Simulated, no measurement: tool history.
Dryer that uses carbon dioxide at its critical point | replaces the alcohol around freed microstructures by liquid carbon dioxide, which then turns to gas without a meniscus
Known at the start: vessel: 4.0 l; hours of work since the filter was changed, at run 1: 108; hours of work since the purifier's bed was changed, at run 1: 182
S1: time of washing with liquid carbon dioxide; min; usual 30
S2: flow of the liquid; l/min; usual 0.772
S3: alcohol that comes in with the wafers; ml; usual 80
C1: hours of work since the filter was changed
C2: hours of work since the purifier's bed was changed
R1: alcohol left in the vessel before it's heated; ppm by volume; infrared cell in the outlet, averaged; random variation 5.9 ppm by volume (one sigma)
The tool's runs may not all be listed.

Run 1, hour 0: usual settings; C1 108; C2 182. Result: R1 277 ppm by volume.
Run 2, hour 14.3: usual settings; C1 115; C2 190. Result: R1 279 ppm by volume.
Run 3, hour 25.4: usual settings; C1 121; C2 195. Result: R1 277 ppm by volume.
Run 4, hour 43.8: usual settings; C1 130; C2 205. Result: R1 295 ppm by volume.
Run 5, hour 52.9: usual settings; C1 135; C2 210. Result: R1 287 ppm by volume.
Run 6, hour 71.4: usual settings but S1 44 min; C1 144; C2 219. Result: R1 72 ppm by volume.
Run 7, hour 82.3: usual settings but S1 44 min; C1 150; C2 225. Result: R1 69 ppm by volume.
Run 8, hour 90.4: usual settings; C1 154; C2 229. Result: R1 306 ppm by volume.
Run 9, hour 98.3: usual settings; C1 158; C2 233. Result: R1 300 ppm by volume.
Run 10, hour 108.3: usual settings; C1 163; C2 238. Result: R1 325 ppm by volume.
Run 11, hour 119.3: usual settings; C1 169; C2 244. Result: R1 320 ppm by volume.
Run 12, hour 127.9: usual settings but S3 70 ml; C1 174; C2 248. Result: R1 287 ppm by volume.
Run 13, hour 140.5: usual settings but S1 39 min, S2 1.081 l/min, S3 31 ml; C1 180; C2 255. Result: R1 40 ppm by volume.
Run 14, hour 149: usual settings but S1 45 min, S2 0.564 l/min, S3 57 ml; C1 184; C2 259. Result: R1 209 ppm by volume.
Run 15, hour 159.8: usual settings but S1 45 min, S2 0.564 l/min, S3 57 ml; C1 190; C2 265. Result: R1 198 ppm by volume.
Run 16, hour 177.4: usual settings but S1 45 min, S2 0.564 l/min, S3 57 ml; C1 199; C2 274. Result: R1 195 ppm by volume.
Run 17, hour 185.6: usual settings but S1 18 min, S2 0.595 l/min, S3 42 ml; C1 203; C2 278. Result: R1 1614 ppm by volume.
Run 18, hour 202.2: usual settings but S2 0.48 l/min; C1 212; C2 286. Result: R1 1704 ppm by volume.
Run 19, hour 217.8: usual settings but S1 40 min, S2 0.472 l/min, S3 77 ml; C1 220; C2 294. Result: R1 817 ppm by volume.
Run 20, hour 234.2: usual settings but S2 1.009 l/min, S3 55 ml; C1 228; C2 303. Result: R1 99 ppm by volume.
Run 21, hour 249.3: usual settings but S2 1.009 l/min, S3 55 ml; C1 236; C2 311. Result: R1 90 ppm by volume.
Run 22, hour 258.5: usual settings but S2 0.526 l/min; C1 241; C2 315. Result: R1 1421 ppm by volume.
Run 23, hour 274.7: usual settings but S2 1.287 l/min; C1 249; C2 324. Result: R1 56 ppm by volume.
Run 24, hour 290.2: usual settings but S1 35 min, S2 0.742 l/min, S3 45 ml; C1 257; C2 332. Result: R1 154 ppm by volume.

3 ways to go on from here, each from the tool as it stands after run 24. What would each give?
Run A, hour 302.8: usual settings but S1 35 min, S2 0.742 l/min, S3 45 ml; C1 263; C2 338. Result: R1 ?.
Run B, hour 302.8: usual settings but S1 22 min, S2 0.679 l/min, S3 59 ml; C1 263; C2 338. Result: R1 ?.
Run C, hour 302.8: usual settings but S1 25 min, S2 1.128 l/min, S3 35 ml; C1 263; C2 338. Result: R1 ?.

run    R1
  A   154
  B  1172
  C    96
Without the tool's hidden state the same runs would have given:
run   R1
  A   64
  B  800
  C   35
